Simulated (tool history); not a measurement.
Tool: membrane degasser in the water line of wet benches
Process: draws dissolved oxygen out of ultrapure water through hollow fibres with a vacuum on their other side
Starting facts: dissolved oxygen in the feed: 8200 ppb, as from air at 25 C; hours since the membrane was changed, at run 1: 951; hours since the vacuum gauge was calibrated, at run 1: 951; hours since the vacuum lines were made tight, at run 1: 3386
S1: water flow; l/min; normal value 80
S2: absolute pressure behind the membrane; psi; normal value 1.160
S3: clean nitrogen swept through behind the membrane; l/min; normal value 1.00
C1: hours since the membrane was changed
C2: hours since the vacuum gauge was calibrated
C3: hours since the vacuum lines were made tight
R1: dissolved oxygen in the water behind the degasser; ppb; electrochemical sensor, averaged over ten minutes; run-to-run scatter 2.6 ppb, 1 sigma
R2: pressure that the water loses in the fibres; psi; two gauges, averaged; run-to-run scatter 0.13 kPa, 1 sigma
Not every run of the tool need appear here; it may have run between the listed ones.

run	hour	S1	S2	S3	C1	C2	C3	R1	R2
1	0.0	80	1.160	1.00	951	951	3386	665.9	4.413
2	153.8	80	1.160	1.00	1105	1105	3540	669.3	4.448
3	321.3	73	1.160	1.00	1273	1273	3708	623.2	4.054
4	482.1	80	1.160	1.00	1434	1434	3868	668.4	4.428
5	668.8	80	1.160	1.00	1620	1620	4055	668.0	4.464
6	887.8	80	1.160	1.00	1839	1839	4274	676.7	4.456
7	1034.9	80	1.160	1.00	1986	1986	4421	666.6	4.487
8	1131.7	80	1.160	1.00	2083	2083	4518	669.6	4.464
9	1222.1	80	0.817	1.00	2174	2174	4608	386.5	4.474
10	1312.5	80	1.160	1.13	2264	2264	4699	627.7	4.490
11	1421.9	80	1.160	1.13	2373	2373	4808	627.1	4.487
12	1629.1	80	1.160	1.00	2581	2581	5015	677.6	4.501
# hour 1641.7: vacuum gauge calibrated
13	1849.3	80	1.160	0.59	2800	208	5235	911.4	4.503
14	1948.1	80	1.160	0.59	2899	306	5334	916.0	4.483
15	2118.3	80	1.160	0.59	3069	477	5504	911.2	4.487
# hour 2276.3: seals of the vacuum lines changed
# hour 2303.8: vacuum gauge calibrated, once more
16	2318.5	80	1.160	0.59	3267	15	42	872.3	4.509
17	2512.1	80	1.160	0.59	3461	208	235	881.5	4.525
18	2646.2	80	2.334	1.00	3595	342	369	1531.0	4.486
19	2742.0	80	1.024	1.00	3690	438	465	546.3	4.522
20	2842.3	59	1.453	0.95	3791	539	566	735.4	3.350
21	3022.9	125	0.806	0.42	3971	719	746	728.8	7.085
22	3128.8	98	0.938	1.00	4077	825	852	565.7	5.564
23	3302.0	98	1.012	2.36	4251	998	1025	387.8	5.564
24	3509.3	75	1.012	1.08	4458	1206	1233	491.9	4.232
25	3711.3	75	1.012	1.08	4660	1407	1434	496.3	4.267
26	3882.8	128	1.160	1.00	4831	1579	1606	936.3	7.304
27	4033.3	80	1.160	2.05	4982	1730	1757	421.4	4.582
28	4177.9	80	1.160	2.05	5126	1874	1901	423.5	4.545
29	4318.8	101	1.036	1.71	5267	2015	2042	504.7	5.797
30	4434.0	80	1.801	0.93	5382	2130	2157	1224.0	4.572
31	4523.1	65	0.718	2.14	5472	2219	2246	155.7	3.701
32	4703.7	65	0.718	2.14	5652	2400	2427	154.7	3.704
33	4902.6	80	1.529	0.99	5851	2599	2626	969.3	4.580

3 options for the next run, each taken on its own from the tool as it stands now. Forecast them:
A	5007.7	51	1.331	1.02	5956	2704	2731	?	?
B	5007.7	80	1.936	1.00	5956	2704	2731	?	?
C	5007.7	85	1.160	1.00	5956	2704	2731	?	?

run	R1	R2
A	569.3	2.896
B	1274.2	4.588
C	704.3	4.895
Without the tool's hidden state the same runs would have given:
run	R1	R2
A	555.2	2.782
B	1254.5	4.408
C	679.9	4.704

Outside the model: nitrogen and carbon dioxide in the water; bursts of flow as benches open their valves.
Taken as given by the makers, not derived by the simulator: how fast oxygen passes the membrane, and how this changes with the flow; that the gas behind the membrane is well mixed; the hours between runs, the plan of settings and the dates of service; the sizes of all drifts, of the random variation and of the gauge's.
